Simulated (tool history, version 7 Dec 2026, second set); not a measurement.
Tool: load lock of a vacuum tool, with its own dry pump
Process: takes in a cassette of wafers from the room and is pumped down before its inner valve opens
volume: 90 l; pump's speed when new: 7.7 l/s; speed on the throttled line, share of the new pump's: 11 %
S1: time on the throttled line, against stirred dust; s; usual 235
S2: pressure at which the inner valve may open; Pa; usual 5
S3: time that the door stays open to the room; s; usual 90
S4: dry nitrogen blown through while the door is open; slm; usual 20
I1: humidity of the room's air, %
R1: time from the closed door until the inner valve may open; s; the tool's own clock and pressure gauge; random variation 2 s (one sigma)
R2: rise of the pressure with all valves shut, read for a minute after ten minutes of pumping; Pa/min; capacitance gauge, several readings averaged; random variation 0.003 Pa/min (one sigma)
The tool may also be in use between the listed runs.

Run 1, hour 0.0: usual settings; I1 46.0. Result: R1 325.5 s, R2 0.026 Pa/min.
Run 2, hour 121.9: usual settings; I1 47.1. Result: R1 327.4 s, R2 0.033 Pa/min.
Run 3, hour 302.6: usual settings; I1 42.9. Result: R1 330.5 s, R2 0.032 Pa/min.
Run 4, hour 456.8: usual settings but S4 6 slm; I1 48.8. Result: R1 327.3 s, R2 0.057 Pa/min.
Run 5, hour 564.3: usual settings but S4 6 slm; I1 43.9. Result: R1 329.2 s, R2 0.055 Pa/min.
At hour 688.9: dry pump taken out, an overhauled one fitted.
Run 6, hour 815.7: usual settings but S2 8 Pa; I1 45.7. Result: R1 322.5 s, R2 0.028 Pa/min.
Run 7, hour 955.4: usual settings but S2 8 Pa, S4 26 slm; I1 47.1. Result: R1 323.3 s, R2 0.029 Pa/min.
Run 8, hour 1199.0: usual settings but S1 282 s; I1 44.6. Result: R1 371.0 s, R2 0.031 Pa/min.
Run 9, hour 1419.3: usual settings but S1 282 s; I1 45.1. Result: R1 372.8 s, R2 0.032 Pa/min.
Run 10, hour 1613.2: usual settings; I1 43.2. Result: R1 331.2 s, R2 0.024 Pa/min.
Run 11, hour 1747.3: usual settings; I1 43.0. Result: R1 330.5 s, R2 0.026 Pa/min.
Run 12, hour 1952.3: usual settings but S4 12 slm; I1 47.3. Result: R1 333.0 s, R2 0.043 Pa/min.
Run 13, hour 2178.9: usual settings but S4 12 slm; I1 45.8. Result: R1 327.7 s, R2 0.039 Pa/min.
Run 14, hour 2377.8: usual settings but S4 12 slm; I1 47.9. Result: R1 326.3 s, R2 0.041 Pa/min.
Run 15, hour 2484.0: usual settings but S4 12 slm; I1 47.8. Result: R1 331.3 s, R2 0.042 Pa/min.
Run 16, hour 2706.5: usual settings but S4 12 slm; I1 47.9. Result: R1 327.9 s, R2 0.042 Pa/min.
Run 17, hour 2819.0: usual settings but S4 12 slm; I1 43.9. Result: R1 327.4 s, R2 0.043 Pa/min.
Run 18, hour 3069.8: usual settings but S4 12 slm; I1 44.0. Result: R1 327.6 s, R2 0.036 Pa/min.
Run 19, hour 3191.1: usual settings but S4 12 slm; I1 42.0. Result: R1 329.7 s, R2 0.039 Pa/min.
Run 20, hour 3357.3: usual settings but S1 395 s, S2 8 Pa, S4 30 slm; I1 41.1. Result: R1 466.7 s, R2 0.019 Pa/min.
Run 21, hour 3460.0: usual settings but S1 206 s; I1 44.9. Result: R1 302.5 s, R2 0.030 Pa/min.
Run 22, hour 3698.0: usual settings but S1 206 s, S4 9 slm; I1 46.7. Result: R1 305.1 s, R2 0.053 Pa/min.
Run 23, hour 3847.8: usual settings but S1 160 s, S3 85 s; I1 49.3. Result: R1 258.8 s, R2 0.033 Pa/min.
Run 24, hour 4060.8: usual settings but S1 160 s, S3 94 s; I1 45.8. Result: R1 260.0 s, R2 0.028 Pa/min.
Run 25, hour 4289.0: usual settings but S1 160 s, S3 94 s; I1 45.8. Result: R1 257.1 s, R2 0.036 Pa/min.
Run 26, hour 4537.1: usual settings but S1 193 s, S3 30 s, S4 15 slm; I1 43.2. Result: R1 290.9 s, R2 0.018 Pa/min.
Run 27, hour 4722.8: usual settings but S1 193 s, S3 30 s, S4 15 slm; I1 46.0. Result: R1 292.9 s, R2 0.023 Pa/min.
Run 28, hour 4827.2: usual settings but S1 360 s, S2 6 Pa, S4 23 slm; I1 46.0. Result: R1 437.8 s, R2 0.031 Pa/min.
Run 29, hour 4980.3: usual settings but S1 360 s, S2 6 Pa, S4 23 slm; I1 46.4. Result: R1 441.4 s, R2 0.026 Pa/min.

The next listed run, before its measurement:
Run 30, hour 5136.0: usual settings but S1 360 s, S2 6 Pa; I1 46.1. Result: R1 ?, R2 ?.

{"run 30": {"R1": 435.7, "R2": 0.035}}
Without the tool's hidden state the same run would have given R1 435.7 s, R2 0.034 Pa/min.

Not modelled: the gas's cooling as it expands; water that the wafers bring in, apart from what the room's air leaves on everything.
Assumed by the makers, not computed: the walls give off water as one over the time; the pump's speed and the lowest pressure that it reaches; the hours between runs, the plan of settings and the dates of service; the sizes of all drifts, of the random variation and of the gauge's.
